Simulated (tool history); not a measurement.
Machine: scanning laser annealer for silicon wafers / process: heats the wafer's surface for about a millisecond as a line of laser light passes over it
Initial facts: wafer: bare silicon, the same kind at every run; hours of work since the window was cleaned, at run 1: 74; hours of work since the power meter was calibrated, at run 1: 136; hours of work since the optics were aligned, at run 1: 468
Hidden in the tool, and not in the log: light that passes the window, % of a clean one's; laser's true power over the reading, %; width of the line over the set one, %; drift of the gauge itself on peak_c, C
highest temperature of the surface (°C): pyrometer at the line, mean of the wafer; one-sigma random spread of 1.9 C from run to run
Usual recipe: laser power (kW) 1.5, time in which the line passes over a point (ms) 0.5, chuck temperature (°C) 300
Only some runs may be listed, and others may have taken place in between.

run,hour,laser power (kW),time in which the line passes over a point (ms),chuck temperature (°C),hours of work since the window was cleaned,hours of work since the power meter was calibrated,hours of work since the optics were aligned,highest temperature of the surface (°C)
1,0,1.5,0.5,300,74,136,468,1131
2,13.1,1.5,0.5,300,84,146,478,1130
3,26,1.5,0.5,300,94,156,488,1132
4,36,1.5,0.509,300,102,163,496,1141
5,51.1,1.5,0.509,300,113,175,508,1143
6,64.7,1.5,0.5,300,124,186,518,1132
7,80.5,1.5,0.5,300,136,198,530,1133
8,95.6,1.5,0.5,300,148,209,542,1128
9,105.6,1.622,0.394,293,155,217,550,1081
10,114.1,1.622,0.394,280,162,224,556,1069
# hour 116.9: window over the wafer cleaned
11,123.4,1.31,0.561,297,5,229,562,1052
12,135.7,1.415,0.5,300,14,239,571,1072
13,143.9,1.447,0.605,269,21,245,578,1152
14,158.7,1.423,0.608,266,32,256,589,1140
# hour 169.3: window over the wafer cleaned, once more
15,170.9,1.582,0.477,324,1,264,597,1183

What if the next run were any one of these 3? Each begins from the tool's condition after run 15:
A,179.1,1.363,0.363,275,8,271,603,?
B,179.1,1.649,0.433,335,8,271,603,?
C,179.1,1.5,0.401,332,8,271,603,?

run,highest temperature of the surface (°C)
A,897
B,1189
C,1064
What these runs would have given with no unlogged condition in the tool:
run,highest temperature of the surface (°C)
A,906
B,1201
C,1075
